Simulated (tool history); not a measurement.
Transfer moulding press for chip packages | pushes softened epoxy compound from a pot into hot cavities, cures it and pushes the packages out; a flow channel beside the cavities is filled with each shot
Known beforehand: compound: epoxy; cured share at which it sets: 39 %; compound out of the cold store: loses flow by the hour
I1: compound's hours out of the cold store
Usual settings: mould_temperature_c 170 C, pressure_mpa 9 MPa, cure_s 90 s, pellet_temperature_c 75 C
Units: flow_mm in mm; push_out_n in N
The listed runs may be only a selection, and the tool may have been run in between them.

Run 1, hour 0: usual settings; I1 20.8. Result: flow_mm 683 mm, push_out_n 408 N.
Run 2, hour 15.8: usual settings but mould_temperature_c 167 C; I1 41.4. Result: flow_mm 632 mm, push_out_n 538 N.
Run 3, hour 39.9: usual settings but mould_temperature_c 167 C; I1 26.4. Result: flow_mm 668 mm, push_out_n 627 N.
Run 4, hour 59.8: usual settings but mould_temperature_c 167 C; I1 14.5. Result: flow_mm 702 mm, push_out_n 715 N.
At hour 66.8: cavities cleaned with cleaning compound and waxed.
Run 5, hour 80.9: usual settings but pressure_mpa 8.64 MPa; I1 39.3. Result: flow_mm 611 mm, push_out_n 380 N.
Run 6, hour 113.3: usual settings but pressure_mpa 8.64 MPa; I1 30.5. Result: flow_mm 633 mm, push_out_n 512 N.
Run 7, hour 142.4: usual settings; I1 25.9. Result: flow_mm 658 mm, push_out_n 579 N.
At hour 154: cavities cleaned with cleaning compound and waxed.
Run 8, hour 182.3: usual settings; I1 14.4. Result: flow_mm 684 mm, push_out_n 463 N.
Run 9, hour 201.3: usual settings; I1 25.5. Result: flow_mm 652 mm, push_out_n 513 N.
Run 10, hour 234.1: usual settings; I1 42.5. Result: flow_mm 607 mm, push_out_n 569 N.
At hour 242: cavities cleaned with cleaning compound and waxed.
Run 11, hour 273.5: usual settings but pellet_temperature_c 73 C; I1 43. Result: flow_mm 605 mm, push_out_n 458 N.
At hour 313.4: plunger's sealing rings changed.
Run 12, hour 314.7: usual settings but pellet_temperature_c 73 C; I1 47.4. Result: flow_mm 613 mm, push_out_n 549 N.
At hour 333.1: cavities cleaned with cleaning compound and waxed.
Run 13, hour 337: usual settings but cure_s 72 s; I1 31.1. Result: flow_mm 658 mm, push_out_n 564 N.
Run 14, hour 368.8: usual settings but cure_s 123 s; I1 34.4. Result: flow_mm 647 mm, push_out_n 358 N.
Run 15, hour 399.6: usual settings but mould_temperature_c 171 C, cure_s 123 s, pellet_temperature_c 80 C; I1 23.7. Result: flow_mm 668 mm, push_out_n 412 N.
At hour 421.8: cavities cleaned with cleaning compound and waxed.
Run 16, hour 436.7: usual settings but mould_temperature_c 171 C, cure_s 123 s, pellet_temperature_c 80 C; I1 16.5. Result: flow_mm 683 mm, push_out_n 295 N.
Run 17, hour 469.8: usual settings but mould_temperature_c 168 C, pressure_mpa 9.32 MPa, cure_s 117 s, pellet_temperature_c 81 C; I1 25.6. Result: flow_mm 675 mm, push_out_n 403 N.
At hour 474.8: mould's thermocouples calibrated.
Run 18, hour 504.4: usual settings but mould_temperature_c 168 C, pressure_mpa 9.32 MPa, cure_s 117 s, pellet_temperature_c 81 C; I1 36.8. Result: flow_mm 642 mm, push_out_n 449 N.
At hour 511.3: cavities cleaned with cleaning compound and waxed.
Run 19, hour 542: usual settings but mould_temperature_c 168 C, pressure_mpa 9.32 MPa, cure_s 117 s, pellet_temperature_c 69 C; I1 46.5. Result: flow_mm 616 mm, push_out_n 345 N.
Run 20, hour 567.9: usual settings but mould_temperature_c 168 C, pressure_mpa 9.32 MPa, cure_s 117 s, pellet_temperature_c 69 C; I1 32.5. Result: flow_mm 646 mm, push_out_n 408 N.
Run 21, hour 594.1: usual settings but mould_temperature_c 168 C, pressure_mpa 10.03 MPa, cure_s 93 s, pellet_temperature_c 69 C; I1 32.1. Result: flow_mm 673 mm, push_out_n 595 N.
At hour 598.1: cavities cleaned with cleaning compound and waxed.
Run 22, hour 627.1: usual settings but mould_temperature_c 163 C, pellet_temperature_c 81 C; I1 42.3. Result: flow_mm 614 mm, push_out_n 666 N.
Run 23, hour 644: usual settings but mould_temperature_c 163 C, pressure_mpa 9.96 MPa, pellet_temperature_c 81 C; I1 45.8. Result: flow_mm 641 mm, push_out_n 740 N.
At hour 670.3: plunger's sealing rings changed.
Run 24, hour 681.2: usual settings but mould_temperature_c 168 C, pressure_mpa 7.01 MPa; I1 33.1. Result: flow_mm 577 mm, push_out_n 636 N.
At hour 688.8: cavities cleaned with cleaning compound and waxed.
Run 25, hour 715.8: usual settings but mould_temperature_c 168 C, pressure_mpa 7.01 MPa; I1 36. Result: flow_mm 570 mm, push_out_n 491 N.
Run 26, hour 737: usual settings but mould_temperature_c 163 C; I1 22.9. Result: flow_mm 688 mm, push_out_n 839 N.
Run 27, hour 764.4: usual settings but mould_temperature_c 163 C; I1 24.6. Result: flow_mm 683 mm, push_out_n 945 N.

Forecast each of these 5 alternatives for the next run:
At hour 775.2: cavities cleaned with cleaning compound and waxed.
Run A, hour 784.6: usual settings but mould_temperature_c 173 C, pellet_temperature_c 66 C; I1 22.3. Result: flow_mm ?, push_out_n ?.
At hour 775.2: cavities cleaned with cleaning compound and waxed.
Run B, hour 784.6: usual settings but pressure_mpa 7.9 MPa, cure_s 127 s, pellet_temperature_c 73 C; I1 31.8. Result: flow_mm ?, push_out_n ?.
At hour 775.2: cavities cleaned with cleaning compound and waxed.
Run C, hour 784.6: usual settings but mould_temperature_c 174 C, pressure_mpa 7.77 MPa; I1 9.9. Result: flow_mm ?, push_out_n ?.
At hour 775.2: cavities cleaned with cleaning compound and waxed.
Run D, hour 784.6: usual settings but cure_s 70 s, pellet_temperature_c 70 C; I1 34.3. Result: flow_mm ?, push_out_n ?.
At hour 775.2: cavities cleaned with cleaning compound and waxed.
Run E, hour 784.6: usual settings but mould_temperature_c 172 C, pellet_temperature_c 80 C; I1 47.3. Result: flow_mm ?, push_out_n ?.

run  flow_mm  push_out_n
  A      664         326
  B      605         265
  C      648         306
  D      640         620
  E      600         330
What these runs would have given with no unlogged condition in the tool:
run  flow_mm  push_out_n
  A      674         283
  B      614         233
  C      658         266
  D      650         533
  E      609         287
